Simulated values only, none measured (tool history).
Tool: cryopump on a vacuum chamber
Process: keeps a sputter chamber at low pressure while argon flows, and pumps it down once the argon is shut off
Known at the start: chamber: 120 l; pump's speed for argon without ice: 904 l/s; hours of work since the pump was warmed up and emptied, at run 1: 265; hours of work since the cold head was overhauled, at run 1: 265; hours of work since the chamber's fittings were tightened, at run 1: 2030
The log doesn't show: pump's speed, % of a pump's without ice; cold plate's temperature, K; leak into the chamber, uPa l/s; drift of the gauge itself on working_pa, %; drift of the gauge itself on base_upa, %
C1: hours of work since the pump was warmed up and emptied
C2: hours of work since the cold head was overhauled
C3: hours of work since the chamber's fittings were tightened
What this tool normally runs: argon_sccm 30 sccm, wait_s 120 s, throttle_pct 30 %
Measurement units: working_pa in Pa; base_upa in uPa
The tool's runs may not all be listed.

Run 1, day 0.000: usual settings; C1 265; C2 265; C3 2030. Result: working_pa 0.1938 Pa, base_upa 5.04 uPa.
Run 2, day 2.421: usual settings; C1 296; C2 296; C3 2061. Result: working_pa 0.1937 Pa, base_upa 4.90 uPa.
Run 3, day 4.254: usual settings; C1 320; C2 320; C3 2085. Result: working_pa 0.1950 Pa, base_upa 5.11 uPa.
Run 4, day 6.612: usual settings; C1 351; C2 351; C3 2116. Result: working_pa 0.1965 Pa, base_upa 5.17 uPa.
Run 5, day 8.112: usual settings; C1 370; C2 370; C3 2135. Result: working_pa 0.1963 Pa, base_upa 5.43 uPa.
Run 6, day 10.254: usual settings; C1 398; C2 398; C3 2163. Result: working_pa 0.1989 Pa, base_upa 5.49 uPa.
Run 7, day 12.271: usual settings; C1 424; C2 424; C3 2189. Result: working_pa 0.1988 Pa, base_upa 5.48 uPa.
Run 8, day 15.200: usual settings; C1 462; C2 462; C3 2227. Result: working_pa 0.2002 Pa, base_upa 5.68 uPa.
At day 17.958: pump warmed up, emptied and cooled again.
Run 9, day 17.958: usual settings but throttle_pct 25 %; C1 0; C2 495; C3 2260. Result: working_pa 0.2238 Pa, base_upa 4.93 uPa.
Run 10, day 20.871: usual settings but throttle_pct 25 %; C1 38; C2 533; C3 2298. Result: working_pa 0.2261 Pa, base_upa 4.98 uPa.
Run 11, day 23.992: usual settings but argon_sccm 43 sccm, throttle_pct 25 %; C1 78; C2 573; C3 2338. Result: working_pa 0.3267 Pa, base_upa 5.23 uPa.
Run 12, day 27.329: usual settings but argon_sccm 43 sccm, throttle_pct 25 %; C1 122; C2 616; C3 2382. Result: working_pa 0.3279 Pa, base_upa 5.48 uPa.
Run 13, day 29.504: usual settings; C1 150; C2 645; C3 2410. Result: working_pa 0.1912 Pa, base_upa 5.40 uPa.
Run 14, day 31.204: usual settings; C1 172; C2 667; C3 2432. Result: working_pa 0.1936 Pa, base_upa 5.54 uPa.
Run 15, day 33.271: usual settings but argon_sccm 33 sccm; C1 199; C2 694; C3 2459. Result: working_pa 0.2129 Pa, base_upa 5.60 uPa.
Run 16, day 36.438: usual settings but argon_sccm 36 sccm, wait_s 67 s, throttle_pct 24 %; C1 240; C2 735; C3 2500. Result: working_pa 0.2889 Pa, base_upa 6.39 uPa.
Run 17, day 39.517: usual settings but argon_sccm 13 sccm, wait_s 98 s, throttle_pct 59 %; C1 280; C2 775; C3 2540. Result: working_pa 0.0448 Pa, base_upa 6.09 uPa.
Run 18, day 41.646: usual settings but argon_sccm 13 sccm, wait_s 57 s, throttle_pct 56 %; C1 307; C2 802; C3 2567. Result: working_pa 0.0485 Pa, base_upa 6.87 uPa.
Run 19, day 44.525: usual settings but argon_sccm 41 sccm, wait_s 221 s, throttle_pct 20 %; C1 345; C2 840; C3 2605. Result: working_pa 0.3961 Pa, base_upa 6.08 uPa.
At day 45.446: leaking fittings of the chamber tightened, without venting.
Run 20, day 46.083: usual settings but argon_sccm 41 sccm, wait_s 102 s, throttle_pct 39 %; C1 364; C2 859; C3 8. Result: working_pa 0.2122 Pa, base_upa 1.21 uPa.

Run 21 comes next. What will it give?
Run 21, day 49.346: usual settings but argon_sccm 41 sccm, wait_s 102 s, throttle_pct 39 %; C1 406; C2 901; C3 51. Result: working_pa ?, base_upa ?.

{"run 21": {"working_pa": 0.2126, "base_upa": 1.35}}
The same run, on a tool lacking any hidden state, would have yielded working_pa 0.1951 Pa, base_upa 1.12 uPa.
